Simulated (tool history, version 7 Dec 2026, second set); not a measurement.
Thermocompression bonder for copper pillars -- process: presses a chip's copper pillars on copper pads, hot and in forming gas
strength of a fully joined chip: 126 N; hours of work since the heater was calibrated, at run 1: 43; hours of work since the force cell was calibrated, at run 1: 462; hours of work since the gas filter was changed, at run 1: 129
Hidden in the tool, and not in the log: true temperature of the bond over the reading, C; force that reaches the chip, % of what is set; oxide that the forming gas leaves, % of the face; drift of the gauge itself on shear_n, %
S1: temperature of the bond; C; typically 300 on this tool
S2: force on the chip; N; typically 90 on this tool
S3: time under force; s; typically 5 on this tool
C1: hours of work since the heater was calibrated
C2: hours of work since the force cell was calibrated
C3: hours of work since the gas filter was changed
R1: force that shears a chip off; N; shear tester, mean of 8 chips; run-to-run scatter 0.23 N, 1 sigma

run    hour   S1   S2  S3   C1   C2   C3     R1
  1       0  300   90   5   43  462  129   60.7
  2    38.1  300   90   5   61  480  147   60.9
  3    96.2  300   90   5   89  507  174   60.2
  4   145.6  300   90   8  112  531  197   70.5
  5   170.4  300   90   8  123  542  209   70.8
  6   204.2  283   90   8  139  558  225   61.2
  7   242.9  283   90   8  157  576  243     61
  8     294  283   62   8  181  600  267   44.7
  9   326.2  300   90   5  197  615  282   60.4
 10     356  300   90   4  211  629  296     55
 11   392.2  300   80   5  228  646  313   54.2
 12   449.8  300   80   5  255  674  340   54.4
 13     492  300   80   5  274  693  360   54.4
 14   520.2  300   80   5  288  707  373   54.5
      574.4  -- forming gas filter changed
 15   574.9  300   90   5  313  732    0   60.6
 16   624.1  319   90   5  336  755   23   70.9
 17   658.7  300   90   5  352  771   40   61.2
 18   713.4  300   90   5  378  797   65   60.1
 19   739.1  300   90   3  390  809   77   49.7
      745.3  -- force cell calibrated
 20   770.5  277  110   5  404   12   91   58.6
 21   813.2  277  110   5  424   32  111   58.5
 22   865.9  277  133   5  449   57  136   67.4
 23     913  311   78  14  471   79  158   82.8
      928.5  -- force cell calibrated, once more
 24   973.3  311   78  14  499   21  186   80.7
 25  1027.2  311   78  14  524   46  211     81
 26  1068.3  300   57   5  543   66  231   40.1
 27  1103.5  273   84   4  560   82  247   39.6
 28    1153  273   84   4  583  105  270   39.2
 29  1179.4  326  106   6  596  118  283   84.4
 30    1206  274   58   5  608  130  295   31.2
 31  1251.3  300   71   8  629  152  316   57.7
 32  1296.6  298  116   5  651  173  338   70.2
 33  1349.8  298  116   5  676  198  363   69.5
 34  1399.6  304  118   3  699  221  386   62.8
       1428  -- forming gas filter changed
 35  1445.7  300   90   3  720  243    8   49.4
 36  1482.4  304   55   8  738  260   26     49
 37  1514.7  300  130   9  753  275   41   90.8
 38  1542.2  307  134  12  766  288   54  101.9

What differs in the tool's unlogged condition from the final listed run ahead of each entry between runs to the first listed run following it?
From run 14 to run 15: forming gas filter changed (hour 574.4)
  true temperature of the bond over the reading, C: -1.6 -> -1.7; force that reaches the chip, % of what is set: 101.7 -> 101.8; oxide that the forming gas leaves, % of the face: 2.52 -> 0.54
  measured minus no-state result, R1: -1.2 -> +0 N
From run 19 to run 20: force cell calibrated (hour 745.3)
  force that reaches the chip, % of what is set: 101.9 -> 103.3; oxide that the forming gas leaves, % of the face: 0.95 -> 1.02
  measured minus no-state result, R1: -0.3 -> +0.1 N
From run 23 to run 24: force cell calibrated, once more (hour 928.5)
  true temperature of the bond over the reading, C: -2.2 -> -2.3; force that reaches the chip, % of what is set: 103.5 -> 100.6; oxide that the forming gas leaves, % of the face: 1.36 -> 1.49
  measured minus no-state result, R1: -0.1 -> -1.8 N
From run 34 to run 35: forming gas filter changed (hour 1428)
  oxide that the forming gas leaves, % of the face: 2.54 -> 0.61
  measured minus no-state result, R1: -2.3 -> -1 N
